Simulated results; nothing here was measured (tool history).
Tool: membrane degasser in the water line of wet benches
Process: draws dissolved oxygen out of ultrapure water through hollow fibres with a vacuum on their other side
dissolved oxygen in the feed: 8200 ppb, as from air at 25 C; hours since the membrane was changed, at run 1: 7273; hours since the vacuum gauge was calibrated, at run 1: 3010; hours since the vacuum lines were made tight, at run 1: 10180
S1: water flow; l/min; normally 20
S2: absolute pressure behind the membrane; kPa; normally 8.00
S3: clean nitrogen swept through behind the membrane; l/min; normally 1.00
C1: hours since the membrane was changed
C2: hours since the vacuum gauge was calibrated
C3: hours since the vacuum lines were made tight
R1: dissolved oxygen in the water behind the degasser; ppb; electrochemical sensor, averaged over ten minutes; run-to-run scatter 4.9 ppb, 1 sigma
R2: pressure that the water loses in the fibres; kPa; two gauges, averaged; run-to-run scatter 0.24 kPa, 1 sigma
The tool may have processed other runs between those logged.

{"run": 1, "hour": 0.0, "S1": 20, "S2": 8.0, "S3": 1.0, "C1": 7273, "C2": 3010, "C3": 10180, "R1": 537.0, "R2": 65.85}
{"hour": 86.0, "done": "seals of the vacuum lines changed"}
{"run": 2, "hour": 179.6, "S1": 24, "S2": 8.0, "S3": 1.0, "C1": 7451, "C2": 3188, "C3": 94, "R1": 726.0, "R2": 78.99}
{"run": 3, "hour": 275.1, "S1": 24, "S2": 8.0, "S3": 1.0, "C1": 7546, "C2": 3283, "C3": 189, "R1": 721.4, "R2": 79.05}
{"run": 4, "hour": 431.9, "S1": 24, "S2": 8.0, "S3": 1.0, "C1": 7703, "C2": 3440, "C3": 346, "R1": 727.0, "R2": 79.51}
{"run": 5, "hour": 572.5, "S1": 20, "S2": 8.0, "S3": 1.0, "C1": 7844, "C2": 3580, "C3": 486, "R1": 533.5, "R2": 65.73}
{"run": 6, "hour": 710.1, "S1": 13, "S2": 8.0, "S3": 1.0, "C1": 7981, "C2": 3718, "C3": 624, "R1": 243.9, "R2": 42.75}
{"run": 7, "hour": 806.0, "S1": 13, "S2": 8.0, "S3": 1.0, "C1": 8077, "C2": 3814, "C3": 720, "R1": 244.7, "R2": 42.88}
{"run": 8, "hour": 951.3, "S1": 20, "S2": 8.0, "S3": 1.0, "C1": 8222, "C2": 3959, "C3": 865, "R1": 540.2, "R2": 66.29}
{"run": 9, "hour": 1115.6, "S1": 20, "S2": 8.0, "S3": 1.0, "C1": 8387, "C2": 4124, "C3": 1030, "R1": 543.7, "R2": 66.47}
{"run": 10, "hour": 1301.8, "S1": 20, "S2": 8.0, "S3": 1.0, "C1": 8573, "C2": 4310, "C3": 1216, "R1": 544.8, "R2": 66.68}
{"run": 11, "hour": 1495.4, "S1": 26, "S2": 8.0, "S3": 1.0, "C1": 8766, "C2": 4503, "C3": 1409, "R1": 836.9, "R2": 86.27}
{"run": 12, "hour": 1683.6, "S1": 26, "S2": 8.0, "S3": 1.0, "C1": 8955, "C2": 4692, "C3": 1598, "R1": 841.0, "R2": 86.13}
{"run": 13, "hour": 1853.3, "S1": 26, "S2": 8.0, "S3": 1.0, "C1": 9124, "C2": 4861, "C3": 1767, "R1": 830.8, "R2": 86.76}
{"run": 14, "hour": 2027.5, "S1": 26, "S2": 8.0, "S3": 1.0, "C1": 9299, "C2": 5035, "C3": 1941, "R1": 839.5, "R2": 86.88}
{"hour": 2043.1, "done": "vacuum gauge calibrated"}
{"run": 15, "hour": 2115.5, "S1": 17, "S2": 8.0, "S3": 1.0, "C1": 9386, "C2": 72, "C3": 2029, "R1": 416.6, "R2": 56.57}
{"run": 16, "hour": 2283.9, "S1": 20, "S2": 12.03, "S3": 1.0, "C1": 9554, "C2": 241, "C3": 2197, "R1": 697.0, "R2": 66.44}
{"run": 17, "hour": 2410.3, "S1": 15, "S2": 8.0, "S3": 0.82, "C1": 9681, "C2": 367, "C3": 2324, "R1": 368.4, "R2": 50.47}
{"run": 18, "hour": 2533.4, "S1": 21, "S2": 8.0, "S3": 1.94, "C1": 9804, "C2": 490, "C3": 2447, "R1": 510.0, "R2": 70.56}
{"run": 19, "hour": 2708.9, "S1": 13, "S2": 19.67, "S3": 1.94, "C1": 9979, "C2": 666, "C3": 2622, "R1": 361.4, "R2": 43.71}
{"run": 20, "hour": 2819.8, "S1": 15, "S2": 18.19, "S3": 1.0, "C1": 10090, "C2": 777, "C3": 2733, "R1": 639.6, "R2": 50.57}
{"hour": 2935.9, "done": "vacuum gauge calibrated, once more"}
{"run": 21, "hour": 2983.3, "S1": 26, "S2": 18.19, "S3": 0.49, "C1": 10253, "C2": 47, "C3": 2896, "R1": 1750.0, "R2": 86.93}
{"run": 22, "hour": 3128.6, "S1": 20, "S2": 8.0, "S3": 1.4, "C1": 10399, "C2": 193, "C3": 3042, "R1": 497.7, "R2": 67.58}
{"run": 23, "hour": 3229.9, "S1": 20, "S2": 8.0, "S3": 0.5, "C1": 10500, "C2": 294, "C3": 3143, "R1": 715.9, "R2": 66.91}
{"run": 24, "hour": 3379.0, "S1": 20, "S2": 8.0, "S3": 0.5, "C1": 10649, "C2": 443, "C3": 3292, "R1": 700.7, "R2": 67.45}
{"run": 25, "hour": 3551.9, "S1": 19, "S2": 14.75, "S3": 1.18, "C1": 10822, "C2": 616, "C3": 3465, "R1": 694.1, "R2": 64.72}
{"run": 26, "hour": 3706.6, "S1": 12, "S2": 5.73, "S3": 1.48, "C1": 10977, "C2": 771, "C3": 3620, "R1": 133.6, "R2": 40.39}
{"run": 27, "hour": 3807.6, "S1": 12, "S2": 5.73, "S3": 1.48, "C1": 11078, "C2": 872, "C3": 3721, "R1": 134.8, "R2": 40.15}
{"run": 28, "hour": 3987.0, "S1": 12, "S2": 5.73, "S3": 1.48, "C1": 11257, "C2": 1051, "C3": 3900, "R1": 134.2, "R2": 40.34}
{"run": 29, "hour": 4104.9, "S1": 17, "S2": 8.0, "S3": 1.0, "C1": 11375, "C2": 1169, "C3": 4018, "R1": 410.7, "R2": 57.27}
{"run": 30, "hour": 4268.8, "S1": 22, "S2": 8.28, "S3": 0.66, "C1": 11539, "C2": 1333, "C3": 4182, "R1": 753.3, "R2": 73.89}
{"run": 31, "hour": 4441.1, "S1": 28, "S2": 15.94, "S3": 1.0, "C1": 11711, "C2": 1505, "C3": 4354, "R1": 1330.1, "R2": 95.51}
{"run": 32, "hour": 4620.0, "S1": 15, "S2": 7.32, "S3": 0.97, "C1": 11890, "C2": 1684, "C3": 4533, "R1": 315.7, "R2": 50.97}

Each row is a separate what-if for the run after 32, all from the same tool condition, not one after another. Results?
{"run": "A", "hour": 4708.3, "S1": 29, "S2": 15.06, "S3": 0.64, "C1": 11978, "C2": 1772, "C3": 4621, "R1": "?", "R2": "?"}
{"run": "B", "hour": 4708.3, "S1": 20, "S2": 8.0, "S3": 1.02, "C1": 11978, "C2": 1772, "C3": 4621, "R1": "?", "R2": "?"}
{"run": "C", "hour": 4708.3, "S1": 25, "S2": 10.27, "S3": 0.47, "C1": 11978, "C2": 1772, "C3": 4621, "R1": "?", "R2": "?"}

run=A R1=1566.9 R2=98.83
run=B R1=556.8 R2=67.73
run=C R1=1183.3 R2=84.73
Without the tool's unlogged condition, the same runs would have read:
run=A R1=1465.3 R2=92.12
run=B R1=483.0 R2=63.13
run=C R1=1091.2 R2=78.97
